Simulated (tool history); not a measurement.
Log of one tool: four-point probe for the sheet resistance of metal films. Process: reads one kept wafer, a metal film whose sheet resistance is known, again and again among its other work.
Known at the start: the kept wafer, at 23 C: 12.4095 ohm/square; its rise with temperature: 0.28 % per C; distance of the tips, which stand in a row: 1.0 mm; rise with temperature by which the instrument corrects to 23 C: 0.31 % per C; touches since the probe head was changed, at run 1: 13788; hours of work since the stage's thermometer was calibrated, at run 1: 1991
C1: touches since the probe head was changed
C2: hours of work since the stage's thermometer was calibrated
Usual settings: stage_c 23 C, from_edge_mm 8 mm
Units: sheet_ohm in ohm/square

run 1 hour=0 | stage_c=23 from_edge_mm=8 | C1=13788 C2=1991 | sheet_ohm=12.395377
-- hour=52.5 stage's thermometer calibrated
run 2 hour=63.7 | stage_c=23 from_edge_mm=8 | C1=14528 C2=5 | sheet_ohm=12.391901
run 3 hour=130.9 | stage_c=23 from_edge_mm=8 | C1=15316 C2=35 | sheet_ohm=12.397245
run 4 hour=196.6 | stage_c=23 from_edge_mm=33 | C1=16086 C2=65 | sheet_ohm=12.29882
run 5 hour=242.3 | stage_c=23 from_edge_mm=33 | C1=16622 C2=86 | sheet_ohm=12.29901
run 6 hour=285.8 | stage_c=23 from_edge_mm=6 | C1=17131 C2=105 | sheet_ohm=12.475113
run 7 hour=336.5 | stage_c=23 from_edge_mm=6 | C1=17725 C2=128 | sheet_ohm=12.474769
run 8 hour=413.5 | stage_c=23 from_edge_mm=5 | C1=18628 C2=163 | sheet_ohm=12.554871
run 9 hour=462.8 | stage_c=23 from_edge_mm=9 | C1=19206 C2=185 | sheet_ohm=12.378929
run 10 hour=517.6 | stage_c=23 from_edge_mm=9 | C1=19848 C2=210 | sheet_ohm=12.378255
-- hour=581.2 stage's thermometer calibrated, once more
run 11 hour=594.8 | stage_c=23 from_edge_mm=9 | C1=20747 C2=6 | sheet_ohm=12.388521
run 12 hour=667.9 | stage_c=28 from_edge_mm=8 | C1=21603 C2=39 | sheet_ohm=12.401575
run 13 hour=753.7 | stage_c=28 from_edge_mm=8 | C1=22609 C2=78 | sheet_ohm=12.40433
run 14 hour=839 | stage_c=28 from_edge_mm=8 | C1=23609 C2=116 | sheet_ohm=12.405019
run 15 hour=883.6 | stage_c=24 from_edge_mm=8 | C1=24131 C2=136 | sheet_ohm=12.413339
run 16 hour=964.6 | stage_c=31 from_edge_mm=8 | C1=25080 C2=173 | sheet_ohm=12.395262
run 17 hour=1051.4 | stage_c=25 from_edge_mm=8 | C1=26098 C2=212 | sheet_ohm=12.412242
run 18 hour=1128.4 | stage_c=18 from_edge_mm=8 | C1=27000 C2=247 | sheet_ohm=12.435389
run 19 hour=1192 | stage_c=21 from_edge_mm=8 | C1=27745 C2=276 | sheet_ohm=12.431048
run 20 hour=1257.6 | stage_c=23 from_edge_mm=8 | C1=28514 C2=305 | sheet_ohm=12.41776
run 21 hour=1341.6 | stage_c=23 from_edge_mm=7 | C1=29499 C2=343 | sheet_ohm=12.457495
run 22 hour=1410 | stage_c=23 from_edge_mm=29 | C1=30300 C2=374 | sheet_ohm=12.329783
run 23 hour=1447 | stage_c=23 from_edge_mm=21 | C1=30734 C2=391 | sheet_ohm=12.334767
run 24 hour=1530.6 | stage_c=33 from_edge_mm=29 | C1=31713 C2=429 | sheet_ohm=12.299831
run 25 hour=1611.8 | stage_c=22 from_edge_mm=8 | C1=32666 C2=465 | sheet_ohm=12.426126
run 26 hour=1653.5 | stage_c=24 from_edge_mm=11 | C1=33154 C2=484 | sheet_ohm=12.374849
run 27 hour=1722.8 | stage_c=31 from_edge_mm=20 | C1=33966 C2=515 | sheet_ohm=12.318999
run 28 hour=1762.9 | stage_c=23 from_edge_mm=46 | C1=34436 C2=533 | sheet_ohm=12.327672
run 29 hour=1840.8 | stage_c=23 from_edge_mm=46 | C1=35349 C2=569 | sheet_ohm=12.32498
run 30 hour=1907.8 | stage_c=23 from_edge_mm=46 | C1=36134 C2=599 | sheet_ohm=12.326375
run 31 hour=1944.8 | stage_c=24 from_edge_mm=24 | C1=36568 C2=616 | sheet_ohm=12.328925

Run 32 comes next. What will it give?
run 32 hour=2021.1 | stage_c=20 from_edge_mm=47 | C1=37462 C2=650 | sheet_ohm=?

{"run 32": {"sheet_ohm": 12.337397}}
Without the tool's hidden state the same run would have given sheet_ohm 12.421511 ohm/square.

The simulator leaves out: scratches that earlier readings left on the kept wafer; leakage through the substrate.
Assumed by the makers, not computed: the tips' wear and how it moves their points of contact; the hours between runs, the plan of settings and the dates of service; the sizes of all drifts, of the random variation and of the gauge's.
